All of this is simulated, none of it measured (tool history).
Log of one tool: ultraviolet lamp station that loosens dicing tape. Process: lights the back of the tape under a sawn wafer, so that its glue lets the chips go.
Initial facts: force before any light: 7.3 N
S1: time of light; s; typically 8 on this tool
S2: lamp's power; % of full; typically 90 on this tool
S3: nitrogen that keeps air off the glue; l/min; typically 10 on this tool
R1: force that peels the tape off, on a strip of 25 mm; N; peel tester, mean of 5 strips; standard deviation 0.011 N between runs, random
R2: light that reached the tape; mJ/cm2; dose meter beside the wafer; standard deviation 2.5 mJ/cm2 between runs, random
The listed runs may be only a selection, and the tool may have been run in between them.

run,hour,S1,S2,S3,R1,R2
1,0,8,90,10,0.557,264
2,26.2,8,90,10,0.565,260
3,72.6,8,90,10,0.573,257
4,107.3,8,90,10,0.601,255
5,142.2,8,90,10,0.622,257
6,191.8,8,90,10,0.601,254
7,219.5,8,90,7,0.808,256
# hour 263.5: window cleaned of glue's vapour
8,281.1,8,90,7,0.84,241
9,327.6,8,90,7,0.864,238
10,379.9,8,90,14,0.525,240
# hour 407: window cleaned of glue's vapour, once more
11,414.9,8,90,10,0.538,266
12,444.6,7,90,10,0.72,232
13,477.2,7,90,10,0.71,234
14,531,7,90,10,0.709,232
15,573.7,7,90,10,0.712,233
16,618,7,90,10,0.759,225
17,668.1,12,90,4,0.576,382
18,706.8,12,90,4,0.591,384
19,762.2,8,91,8,0.722,253
20,793.3,12,99,8,0.317,412
21,820.2,8,95,5,0.959,260
22,882.3,11,95,6,0.481,358
23,909.4,8,90,13,0.529,245
24,945.5,8,90,13,0.538,244
25,1006.2,7,88,6,1.243,208
26,1057.6,8,73,5,1.612,196
27,1097.6,8,73,5,1.557,191
28,1134.2,9,71,6,1.168,209
29,1175.8,7,72,4,2.23,165
30,1207.9,7,72,4,2.226,162
31,1254,7,72,4,2.123,165

Branching from run 31: 4 alternative next runs. What would each branch give?
A,1302.3,8,63,10,?,?
B,1302.3,6,85,4,?,?
C,1302.3,10,90,4,?,?
D,1302.3,9,72,8,?,?

run,R1,R2
A,1.374,160
B,2.281,164
C,0.967,288
D,1.05,204
Stripped of hidden state, with their random variation kept, the same runs would have yielded:
run,R1,R2
A,0.958,200
B,1.74,204
C,0.655,358
D,0.714,255
